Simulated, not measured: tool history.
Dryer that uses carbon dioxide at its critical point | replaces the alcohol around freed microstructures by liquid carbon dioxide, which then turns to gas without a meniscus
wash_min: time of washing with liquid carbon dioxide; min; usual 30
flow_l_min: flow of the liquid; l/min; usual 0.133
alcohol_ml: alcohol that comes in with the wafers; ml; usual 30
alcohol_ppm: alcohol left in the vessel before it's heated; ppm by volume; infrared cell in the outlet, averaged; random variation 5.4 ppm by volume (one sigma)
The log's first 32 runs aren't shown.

| run | day | wash_min | flow_l_min | alcohol_ml | alcohol_ppm |
|---|---|---|---|---|---|
| 33 | 14.138 | 30 | 0.133 | 31 | 325 |
| 34 | 14.712 | 26 | 0.133 | 45 | 898 |
| 35 | 15.129 | 28 | 0.154 | 117 | 705 |
| 36 | 15.625 | 21 | 0.149 | 90 | 2644 |
| 37 | 15.921 | 21 | 0.149 | 90 | 2736 |
| 38 | 16.417 | 21 | 0.149 | 90 | 2755 |
| 39 | 16.958 | 32 | 0.168 | 102 | 193 |
| 40 | 17.350 | 48 | 0.207 | 77 | 66 |

5 ways to go on from here, each from the tool as it stands after run 40. What would each give?
| A | 17.904 | 31 | 0.119 | 53 | ? |
| B | 17.904 | 47 | 0.172 | 80 | ? |
| C | 17.904 | 32 | 0.175 | 24 | ? |
| D | 17.904 | 30 | 0.171 | 24 | ? |
| E | 17.904 | 22 | 0.207 | 77 | ? |

| run | alcohol_ppm |
|---|---|
| A | 901 |
| B | 68 |
| C | 90 |
| D | 113 |
| E | 380 |
Without the tool's hidden state the same runs would have given:
| run | alcohol_ppm |
|---|---|
| A | 402 |
| B | 7 |
| C | 11 |
| D | 24 |
| E | 122 |

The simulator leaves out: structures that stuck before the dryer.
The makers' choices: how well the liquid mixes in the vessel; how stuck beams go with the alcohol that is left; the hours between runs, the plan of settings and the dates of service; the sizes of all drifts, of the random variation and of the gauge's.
